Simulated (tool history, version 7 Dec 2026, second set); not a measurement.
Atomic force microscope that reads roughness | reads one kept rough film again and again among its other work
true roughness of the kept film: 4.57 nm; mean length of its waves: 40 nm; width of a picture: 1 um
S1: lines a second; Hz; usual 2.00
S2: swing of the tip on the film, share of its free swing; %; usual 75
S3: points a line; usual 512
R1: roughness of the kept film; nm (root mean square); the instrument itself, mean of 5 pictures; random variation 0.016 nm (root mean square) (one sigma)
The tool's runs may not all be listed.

run	day	S1	S2	S3	R1
1	0.000	2.00	75	512	3.547
2	0.317	2.00	75	512	3.492
3	0.533	2.00	75	512	3.458
4	0.825	2.00	75	512	3.457
5	1.088	2.00	80	512	3.329
6	1.438	2.00	75	512	3.397
7	1.617	2.00	75	512	3.368
8	1.888	2.00	75	290	3.340
9	2.254	2.00	75	916	3.319
10	2.638	2.00	75	916	3.273
11	3.000	2.00	61	512	3.409
12	3.304	2.00	61	512	3.371
13	3.662	0.50	81	665	3.359
14	3.854	0.50	81	665	3.362
15	4.038	0.95	55	423	3.387
16	4.446	2.00	85	346	3.490
17	4.833	2.00	85	346	3.452
18	5.204	2.00	85	346	3.421
19	5.446	1.14	89	889	3.566
20	5.767	0.87	89	889	3.594
21	6.162	2.08	89	504	3.234

Taken out of this log: 1 entry between the listed runs. Where each belongs, and how the hidden state differs across it:
Between runs 15 and 16: new tip fitted (day 4.312)
  radius of the tip, nm: 28.9 -> 11.6; height scale over the true one, %: -0.05 -> -0.06
  measured less the result without the state, R1: -0.650 -> -0.057 nm (root mean square)
